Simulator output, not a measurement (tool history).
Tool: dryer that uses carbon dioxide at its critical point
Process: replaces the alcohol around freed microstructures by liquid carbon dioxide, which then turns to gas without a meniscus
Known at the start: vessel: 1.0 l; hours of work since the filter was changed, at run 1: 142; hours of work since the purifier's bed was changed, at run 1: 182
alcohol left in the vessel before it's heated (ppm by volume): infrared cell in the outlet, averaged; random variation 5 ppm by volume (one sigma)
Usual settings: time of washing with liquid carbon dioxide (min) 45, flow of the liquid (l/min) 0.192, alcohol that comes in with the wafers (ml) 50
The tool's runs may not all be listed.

run   hour  time of washing with liquid carbon dioxide (min)  flow of the liquid (l/min)  alcohol that comes in with the wafers (ml)  hours of work since the filter was changed  hours of work since the purifier's bed was changed  alcohol left in the vessel before it's heated (ppm by volume)
  1    0.0                                                45                       0.192                                          50                                         142                                                 182                                                             76
  2   27.5                                                45                       0.192                                          50                                         155                                                 195                                                             69
  3   54.3                                                45                       0.228                                          50                                         167                                                 208                                                             48
  4   70.8                                                41                       0.192                                          50                                         175                                                 215                                                            105
  5   92.8                                                41                       0.192                                          50                                         186                                                 226                                                            115
  6  113.7                                                45                       0.162                                          50                                         196                                                 236                                                            168
  7  136.0                                                45                       0.162                                          82                                         206                                                 246                                                            262
  8  158.9                                                45                       0.192                                          98                                         217                                                 257                                                            119
  9  187.7                                                45                       0.192                                          98                                         231                                                 271                                                            139
 10  214.3                                                45                       0.192                                          50                                         244                                                 284                                                            104
 11  235.1                                                45                       0.192                                          50                                         253                                                 294                                                            105
 12  262.0                                                57                       0.128                                          22                                         266                                                 306                                                            128
 13  282.9                                                57                       0.128                                          22                                         276                                                 316                                                            131
 14  305.3                                                57                       0.128                                          22                                         287                                                 327                                                            135
 15  332.5                                                36                       0.222                                          72                                         300                                                 340                                                            182
 16  359.2                                                36                       0.222                                          22                                         313                                                 353                                                            107
 17  384.6                                                49                       0.310                                          85                                         325                                                 365                                                             72
 18  400.7                                                49                       0.310                                          85                                         332                                                 372                                                             76
 19  423.0                                                49                       0.310                                          85                                         343                                                 383                                                             77
     441.2  -- inlet filter changed
 20  444.5                                                45                       0.142                                          50                                           2                                                 393                                                            250
 21  472.2                                                45                       0.142                                          50                                          15                                                 406                                                            258

Forecast each of these 4 alternatives for the next run:
  A  495.9                                                30                       0.178                                          28                                          26                                                 417                                                              ?
  B  495.9                                                45                       0.142                                         114                                          26                                                 417                                                              ?
  C  495.9                                                45                       0.120                                          50                                          26                                                 417                                                              ?
  D  495.9                                                45                       0.120                                          50                                          26                                                 417                                                              ?

run  alcohol left in the vessel before it's heated (ppm by volume)
  A                                                            324
  B                                                            500
  C                                                            529
  D                                                            541
Without the tool's hidden state the same runs would have given:
run  alcohol left in the vessel before it's heated (ppm by volume)
  A                                                            236
  B                                                            399
  C                                                            432
  D                                                            441
